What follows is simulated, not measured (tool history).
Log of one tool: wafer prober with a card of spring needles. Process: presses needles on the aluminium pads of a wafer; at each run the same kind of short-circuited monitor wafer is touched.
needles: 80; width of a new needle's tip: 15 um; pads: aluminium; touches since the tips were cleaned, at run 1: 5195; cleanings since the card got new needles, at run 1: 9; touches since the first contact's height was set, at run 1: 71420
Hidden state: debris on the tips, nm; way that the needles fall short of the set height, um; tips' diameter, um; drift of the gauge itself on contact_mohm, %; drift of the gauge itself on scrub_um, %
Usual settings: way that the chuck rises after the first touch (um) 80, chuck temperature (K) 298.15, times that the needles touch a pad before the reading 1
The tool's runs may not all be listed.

| run | hour | way that the chuck rises after the first touch (um) | chuck temperature (K) | times that the needles touch a pad before the reading | touches since the tips were cleaned | cleanings since the card got new needles | touches since the first contact's height was set | resistance of one needle with its contact and lead (mohm) | way that a needle slides on the pad (um) |
|---|---|---|---|---|---|---|---|---|---|
| 1 | 0.0 | 80 | 298.15 | 1 | 5195 | 9 | 71420 | 234 | 13.92 |
|  | 5.1 | tips cleaned on abrasive film |
| 2 | 19.9 | 80 | 298.15 | 1 | 3202 | 10 | 75718 | 225 | 13.91 |
|  | 34.2 | tips cleaned on abrasive film |
| 3 | 36.9 | 80 | 298.15 | 1 | 584 | 11 | 79385 | 214 | 13.90 |
|  | 63.8 | tips cleaned on abrasive film |
| 4 | 64.0 | 80 | 298.15 | 1 | 32 | 12 | 85242 | 212 | 13.90 |
| 5 | 81.2 | 80 | 298.15 | 1 | 3769 | 12 | 88979 | 227 | 13.86 |
|  | 94.3 | tips cleaned on abrasive film |
| 6 | 96.0 | 80 | 298.15 | 1 | 354 | 13 | 92171 | 214 | 13.84 |
| 7 | 114.6 | 80 | 298.15 | 1 | 4395 | 13 | 96212 | 230 | 13.85 |
|  | 124.4 | tips cleaned on abrasive film |
| 8 | 136.2 | 80 | 298.15 | 1 | 2561 | 14 | 100880 | 219 | 13.88 |
|  | 153.8 | tips cleaned on abrasive film |
| 9 | 153.8 | 80 | 298.15 | 1 | 0 | 15 | 104681 | 214 | 13.82 |
| 10 | 180.5 | 80 | 298.15 | 1 | 5806 | 15 | 110487 | 233 | 13.84 |
|  | 183.1 | tips cleaned on abrasive film |
| 11 | 206.1 | 80 | 298.15 | 1 | 4990 | 16 | 116016 | 230 | 13.84 |
|  | 212.1 | tips cleaned on abrasive film |
| 12 | 233.6 | 80 | 298.15 | 1 | 4669 | 17 | 121981 | 227 | 13.84 |
|  | 241.8 | tips cleaned on abrasive film |
| 13 | 257.8 | 80 | 298.15 | 1 | 3471 | 18 | 127209 | 227 | 13.79 |
|  | 272.3 | tips cleaned on abrasive film |
| 14 | 273.8 | 80 | 298.15 | 1 | 326 | 19 | 130656 | 213 | 13.80 |
| 15 | 286.2 | 80 | 298.15 | 1 | 3026 | 19 | 133356 | 225 | 13.77 |
|  | 301.3 | tips cleaned on abrasive film |
| 16 | 313.1 | 92 | 298.15 | 1 | 2544 | 20 | 139164 | 221 | 15.88 |
| 17 | 328.1 | 92 | 298.15 | 1 | 5803 | 20 | 142423 | 230 | 15.88 |
|  | 331.1 | tips cleaned on abrasive film |
| 18 | 342.3 | 71 | 298.15 | 1 | 2430 | 21 | 145488 | 227 | 12.17 |
|  | 361.0 | tips cleaned on abrasive film |
| 19 | 366.6 | 71 | 335.15 | 1 | 1232 | 22 | 150758 | 227 | 12.18 |
|  | 390.0 | tips cleaned on abrasive film |
| 20 | 393.5 | 62 | 304.15 | 1 | 761 | 23 | 156568 | 226 | 10.57 |
| 21 | 417.9 | 80 | 298.15 | 1 | 6054 | 23 | 161861 | 234 | 13.74 |
|  | 420.7 | tips cleaned on abrasive film |
| 22 | 439.4 | 80 | 298.15 | 1 | 4061 | 24 | 166515 | 231 | 13.71 |
|  | 449.7 | tips cleaned on abrasive film |
| 23 | 457.3 | 80 | 306.15 | 1 | 1650 | 25 | 170378 | 223 | 13.72 |
|  | 470.9 | height of the first contact set anew |
| 24 | 473.7 | 74 | 306.15 | 2 | 5142 | 25 | 609 | 226 | 13.00 |
|  | 481.2 | tips cleaned on abrasive film |
| 25 | 489.8 | 74 | 306.15 | 2 | 1861 | 26 | 4083 | 218 | 12.96 |
|  | 511.3 | tips cleaned on abrasive film |
| 26 | 513.1 | 80 | 298.15 | 2 | 382 | 27 | 9116 | 211 | 14.03 |
| 27 | 529.8 | 80 | 298.15 | 2 | 4015 | 27 | 12749 | 223 | 14.00 |
|  | 540.9 | tips cleaned on abrasive film |
| 28 | 557.8 | 80 | 298.15 | 2 | 3682 | 28 | 18815 | 223 | 14.01 |
|  | 571.2 | tips cleaned on abrasive film |
| 29 | 573.2 | 80 | 298.15 | 2 | 427 | 29 | 22127 | 211 | 13.95 |
| 30 | 597.7 | 78 | 361.15 | 1 | 5756 | 29 | 27456 | 242 | 13.64 |
|  | 602.0 | tips cleaned on abrasive film |
| 31 | 611.5 | 97 | 330.15 | 1 | 2071 | 30 | 30432 | 223 | 16.94 |
|  | 631.3 | tips cleaned on abrasive film |
| 32 | 631.7 | 82 | 320.15 | 2 | 107 | 31 | 34803 | 216 | 14.31 |
|  | 660.2 | tips cleaned on abrasive film |
| 33 | 660.2 | 67 | 357.15 | 1 | 0 | 32 | 40955 | 225 | 11.66 |

Forecast each of these 3 alternatives for the next run:
| A | 672.2 | 67 | 322.15 | 1 | 2603 | 32 | 43558 | ? | ? |
| B | 672.2 | 98 | 301.15 | 2 | 2603 | 32 | 43558 | ? | ? |
| C | 672.2 | 91 | 335.15 | 2 | 2603 | 32 | 43558 | ? | ? |

| run | resistance of one needle with its contact and lead (mohm) | way that a needle slides on the pad (um) |
|---|---|---|
| A | 237 | 11.68 |
| B | 216 | 17.10 |
| C | 222 | 15.87 |
Without the tool's hidden state the same runs would have given:
| run | resistance of one needle with its contact and lead (mohm) | way that a needle slides on the pad (um) |
|---|---|---|
| A | 216 | 11.79 |
| B | 209 | 17.21 |
| C | 215 | 15.97 |
